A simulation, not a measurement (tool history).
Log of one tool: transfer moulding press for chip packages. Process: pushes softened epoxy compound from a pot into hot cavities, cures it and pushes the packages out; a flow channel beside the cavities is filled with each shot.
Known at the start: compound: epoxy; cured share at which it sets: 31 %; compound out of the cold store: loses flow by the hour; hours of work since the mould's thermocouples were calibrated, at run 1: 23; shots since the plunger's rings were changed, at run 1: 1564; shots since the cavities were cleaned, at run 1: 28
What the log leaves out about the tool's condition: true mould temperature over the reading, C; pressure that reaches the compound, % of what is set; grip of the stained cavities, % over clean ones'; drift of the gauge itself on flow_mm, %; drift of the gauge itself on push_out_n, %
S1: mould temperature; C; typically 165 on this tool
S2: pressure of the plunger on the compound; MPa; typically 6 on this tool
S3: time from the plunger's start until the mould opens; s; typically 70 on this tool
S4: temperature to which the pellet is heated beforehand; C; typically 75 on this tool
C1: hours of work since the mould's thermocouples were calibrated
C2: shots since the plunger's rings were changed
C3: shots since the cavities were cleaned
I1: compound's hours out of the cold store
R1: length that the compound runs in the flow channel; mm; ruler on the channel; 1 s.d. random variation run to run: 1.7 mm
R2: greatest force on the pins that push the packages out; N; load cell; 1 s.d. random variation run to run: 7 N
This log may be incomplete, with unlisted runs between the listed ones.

run,day,S1,S2,S3,S4,C1,C2,C3,I1,R1,R2
1,0,165,6,70,75,23,1564,28,16.3,563,319
2,0.367,165,4.76,70,75,27,1676,140,35.8,467,342
3,0.779,165,7.19,70,75,32,1802,266,27.4,590,405
4,1.129,165,7.19,70,75,36,1908,372,33.4,577,415
# day 1.417: cavities cleaned with cleaning compound and waxed
5,1.592,165,6,70,75,40,2030,53,20.5,549,534
6,2.067,165,6,70,75,45,2175,198,31.2,528,544
7,2.454,165,6,84,75,50,2294,317,17.4,555,480
8,2.838,165,6,84,75,54,2410,433,43.9,504,502
# day 2.942: cavities cleaned with cleaning compound and waxed
9,3.321,165,6,84,75,59,2538,115,47.1,494,325
# day 3.45: plunger's sealing rings changed
10,3.888,165,4.96,62,69,64,134,257,35.5,492,430
11,4.196,168,7.06,69,66,67,227,350,9.3,633,395
# day 4.558: cavities cleaned with cleaning compound and waxed
# day 4.65: cavities cleaned with cleaning compound and waxed, once more
12,4.958,168,7.06,69,66,75,422,95,44.8,553,318
13,5.254,165,5.35,70,71,78,512,185,41.9,492,364

Run 14 is up next; what results do you expect?
14,5.717,165,6.07,70,68,83,653,326,14,?,?

Run 14 yielded R1 581 mm, R2 419 N.
Minus the tool's unlogged condition, the same run would have read R1 589 mm, R2 291 N.

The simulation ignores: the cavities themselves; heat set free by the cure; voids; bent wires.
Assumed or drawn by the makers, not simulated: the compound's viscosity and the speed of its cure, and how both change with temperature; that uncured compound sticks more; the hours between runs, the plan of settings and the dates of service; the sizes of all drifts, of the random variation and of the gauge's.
